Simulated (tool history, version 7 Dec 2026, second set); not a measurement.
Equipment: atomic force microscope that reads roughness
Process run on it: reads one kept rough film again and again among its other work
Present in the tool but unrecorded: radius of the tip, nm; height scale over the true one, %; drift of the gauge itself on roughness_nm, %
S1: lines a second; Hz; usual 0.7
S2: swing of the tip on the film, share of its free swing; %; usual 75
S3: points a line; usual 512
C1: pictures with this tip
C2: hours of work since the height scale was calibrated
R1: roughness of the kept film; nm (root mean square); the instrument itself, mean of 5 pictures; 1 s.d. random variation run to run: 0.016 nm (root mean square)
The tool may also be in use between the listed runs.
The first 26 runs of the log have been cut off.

run,day,S1,S2,S3,C1,C2,R1
27,19.383,1.491,70,508,199,375,2.536
28,19.854,1.491,70,508,212,382,2.506
29,20.292,0.7,75,491,224,389,2.485
30,20.804,0.7,75,491,238,397,2.442
31,21.296,0.7,75,491,251,405,2.37
32,21.896,0.7,75,491,267,414,2.322
33,22.392,2.18,75,645,280,422,2.202
34,23.071,2.18,75,645,298,433,2.172

Forecast each of these 4 alternatives for the next run:
# day 23.596: new tip fitted
A,24.108,0.7,67,332,13,449,?
# day 23.596: new tip fitted
B,24.108,1.24,73,512,13,449,?
# day 23.596: new tip fitted
C,24.108,1.661,75,645,13,449,?
# day 23.596: new tip fitted
D,24.108,0.7,60,473,13,449,?

run,R1
A,3.716
B,3.718
C,3.685
D,3.799
With no hidden state in the tool, these same runs would have given:
run,R1
A,3.83
B,3.833
C,3.798
D,3.916
